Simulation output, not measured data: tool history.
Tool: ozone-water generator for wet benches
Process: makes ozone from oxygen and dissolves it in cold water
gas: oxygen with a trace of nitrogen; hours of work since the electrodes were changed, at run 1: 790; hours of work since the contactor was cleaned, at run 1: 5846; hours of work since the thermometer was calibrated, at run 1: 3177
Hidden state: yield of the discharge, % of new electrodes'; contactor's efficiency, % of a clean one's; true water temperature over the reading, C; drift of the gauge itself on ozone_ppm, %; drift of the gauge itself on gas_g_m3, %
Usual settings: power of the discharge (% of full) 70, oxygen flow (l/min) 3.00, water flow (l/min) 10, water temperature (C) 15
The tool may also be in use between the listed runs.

run	hour	power of the discharge (% of full)	oxygen flow (l/min)	water flow (l/min)	water temperature (C)	hours of work since the electrodes were changed	hours of work since the contactor was cleaned	hours of work since the thermometer was calibrated	dissolved ozone (ppm)	ozone in the gas ahead of the water (g/m3)
1	0.0	70	3.00	10	15	790	5846	3177	24.9	243.6
2	59.1	70	3.00	10	15	843	5899	3231	24.7	241.5
3	94.7	70	3.00	10	15	875	5931	3263	24.7	239.9
4	158.3	70	3.00	10	15	933	5989	3320	24.9	242.8
5	194.1	70	3.00	6	15	965	6021	3352	37.8	240.7
6	238.1	70	3.00	10	15	1004	6060	3392	24.6	242.5
7	300.6	70	3.00	10	15	1061	6117	3448	25.0	240.8
# hour 327.7: water thermometer calibrated
8	361.2	70	3.00	10	16	1115	6171	30	24.2	239.4
9	391.4	70	3.00	10	16	1142	6198	57	24.4	241.6
10	446.5	70	3.00	10	16	1192	6248	107	24.5	242.7
11	478.7	70	3.00	10	16	1221	6277	136	24.4	237.5
12	545.2	70	3.00	10	16	1281	6337	196	24.5	239.2
13	601.3	70	3.00	10	16	1331	6387	246	24.5	239.4
14	649.6	70	3.00	10	16	1374	6430	290	24.5	240.5
15	701.3	70	3.00	10	15	1421	6477	336	24.7	240.4
# hour 711.7: contactor cleaned
16	745.8	70	2.24	10	15	1458	31	373	23.1	277.8
17	788.3	52	2.94	6	15	1496	69	411	29.0	191.1
18	816.9	42	1.62	7	14	1521	95	437	21.4	218.1
19	851.5	42	1.62	7	14	1553	126	468	21.4	214.9
20	911.6	70	3.00	10	17	1607	180	522	23.0	237.4
21	957.7	70	3.00	10	17	1648	221	563	22.9	237.2
# hour 968.1: contactor cleaned, once more
22	1030.6	70	3.00	10	17	1710	56	626	25.4	238.7
23	1091.6	70	5.10	10	15	1765	111	680	25.6	186.3
24	1131.8	70	5.10	10	15	1801	147	717	26.0	186.2
25	1173.1	70	5.10	10	15	1839	185	754	25.4	187.0

Run 26 comes next. What will it give?
26	1216.9	56	5.10	10	15	1878	224	793	?	?

dissolved ozone (ppm): 21.9
ozone in the gas ahead of the water (g/m3): 156.3
Without the tool's hidden state the same run would have given dissolved ozone (ppm) 22.5, ozone in the gas ahead of the water (g/m3) 160.3.
